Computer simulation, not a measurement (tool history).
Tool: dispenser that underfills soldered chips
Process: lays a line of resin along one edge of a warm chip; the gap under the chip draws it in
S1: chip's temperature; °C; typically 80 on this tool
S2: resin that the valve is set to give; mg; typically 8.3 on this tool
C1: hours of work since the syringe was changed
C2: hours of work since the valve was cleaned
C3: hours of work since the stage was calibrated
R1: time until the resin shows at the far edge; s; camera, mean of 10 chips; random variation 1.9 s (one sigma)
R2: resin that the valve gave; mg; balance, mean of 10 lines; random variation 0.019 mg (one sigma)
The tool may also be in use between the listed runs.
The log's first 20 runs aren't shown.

-- hour=128.9 new syringe of resin
-- hour=137.6 dispensing valve cleaned and set on the balance
run 21 hour=137.9 | S1=82 S2=8.76 | C1=6 C2=0 C3=265 | R1=224.8 R2=8.75
run 22 hour=143.3 | S1=82 S2=8.76 | C1=10 C2=4 C3=269 | R1=264.7 R2=8.72
-- hour=146.7 new syringe of resin
run 23 hour=151.6 | S1=82 S2=8.76 | C1=3 C2=10 C3=274 | R1=198.9 R2=8.67
run 24 hour=156.9 | S1=86 S2=10.05 | C1=7 C2=13 C3=278 | R1=207.9 R2=9.95
-- hour=163 new syringe of resin
run 25 hour=166.1 | S1=86 S2=10.05 | C1=2 C2=20 C3=284 | R1=163.2 R2=9.91
run 26 hour=175.3 | S1=91 S2=9.21 | C1=9 C2=26 C3=291 | R1=189.1 R2=9.04
-- hour=179.3 new syringe of resin
run 27 hour=179.4 | S1=92 S2=7.91 | C1=0 C2=29 C3=294 | R1=130.6 R2=7.75
run 28 hour=188.6 | S1=93 S2=7.63 | C1=7 C2=35 C3=300 | R1=173.7 R2=7.42
-- hour=196 new syringe of resin
run 29 hour=196.8 | S1=66 S2=10.08 | C1=1 C2=41 C3=306 | R1=284.7 R2=9.78
run 30 hour=204.6 | S1=66 S2=10.08 | C1=6 C2=47 C3=311 | R1=361.8 R2=9.75
run 31 hour=210.4 | S1=80 S2=10.76 | C1=10 C2=51 C3=315 | R1=284.3 R2=10.34
-- hour=212.8 new syringe of resin
run 32 hour=217.1 | S1=80 S2=7.12 | C1=3 C2=55 C3=320 | R1=221.8 R2=6.86
-- hour=220.7 dispensing valve cleaned and set on the balance
run 33 hour=222.5 | S1=80 S2=7.12 | C1=6 C2=1 C3=323 | R1=251.3 R2=7.05
run 34 hour=228 | S1=92 S2=8.3 | C1=10 C2=5 C3=327 | R1=198.2 R2=8.2
-- hour=230.1 new syringe of resin
run 35 hour=232.5 | S1=66 S2=9.24 | C1=2 C2=8 C3=330 | R1=291.7 R2=9.15
run 36 hour=238.3 | S1=81 S2=10.14 | C1=6 C2=12 C3=334 | R1=227 R2=9.99

Each row is a separate what-if for the run after 36, all from the same tool condition, not one after another. Results?
-- hour=246.9 new syringe of resin
run A hour=247.6 | S1=77 S2=10.08 | C1=1 C2=19 C3=340 | R1=? R2=?
-- hour=246.9 new syringe of resin
run B hour=247.6 | S1=84 S2=9.81 | C1=1 C2=19 C3=340 | R1=? R2=?
-- hour=246.9 new syringe of resin
run C hour=247.6 | S1=80 S2=7.66 | C1=1 C2=19 C3=340 | R1=? R2=?

run=A R1=194.1 R2=9.87
run=B R1=159.9 R2=9.61
run=C R1=191.2 R2=7.51
Stripped of hidden state, with their random variation kept, the same runs would have yielded:
run=A R1=194 R2=10.08
run=B R1=159.6 R2=9.81
run=C R1=190.1 R2=7.66
